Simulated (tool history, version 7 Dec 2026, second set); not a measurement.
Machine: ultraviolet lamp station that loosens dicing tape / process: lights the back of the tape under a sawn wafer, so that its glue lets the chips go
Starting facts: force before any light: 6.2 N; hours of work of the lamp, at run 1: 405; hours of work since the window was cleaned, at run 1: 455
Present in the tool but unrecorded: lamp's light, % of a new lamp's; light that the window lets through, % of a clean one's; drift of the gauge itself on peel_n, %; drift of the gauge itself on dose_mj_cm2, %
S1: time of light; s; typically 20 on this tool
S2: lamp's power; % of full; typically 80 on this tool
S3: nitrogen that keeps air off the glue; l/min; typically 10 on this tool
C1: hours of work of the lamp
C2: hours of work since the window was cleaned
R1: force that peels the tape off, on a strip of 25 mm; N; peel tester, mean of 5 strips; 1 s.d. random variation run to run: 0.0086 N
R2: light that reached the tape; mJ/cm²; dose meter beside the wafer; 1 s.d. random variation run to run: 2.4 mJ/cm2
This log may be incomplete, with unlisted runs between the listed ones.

run   hour  S1  S2  S3   C1   C2     R1   R2
  1      0  20  80  10  405  455  0.429  218
  2   14.3  20  80  10  411  461   0.48  211
  3   28.8  20  80  10  418  468   0.44  214
  4   44.9  20  80  10  425  475  0.459  216
  5   66.5  12  80  10  434  484  1.055  130
  6   78.9  12  80   8  440  490  1.212  127
  7  103.4  20  80  10  450  500   0.49  211
  8  126.1  20  80  10  460  510  0.483  207
     128.7  -- window cleaned of glue's vapour
  9  143.6  20  80  10  468    7  0.473  200
 10  159.4  20  80  10  475   13  0.462  205
 11  179.2  20  79   9  483   22  0.546  201
 12  190.5  16  92   6  488   27  0.723  189
 13  212.5  20  80   3  498   37  0.941  203
 14  229.8  11  97  10  506   44  0.995  128
 15  248.3  35  87  18  514   52  0.252  379

Had the tool no unlogged condition, and each run kept its random variation, what would the results have been?
run     R1   R2
  1  0.324  265
  2  0.363  260
  3   0.33  263
  4  0.343  266
  5  0.748  160
  6  0.868  157
  7  0.362  264
  8  0.351  260
  9  0.332  258
 10  0.322  263
 11  0.373  261
 12  0.471  245
 13  0.605  264
 14  0.638  170
 15  0.246  500
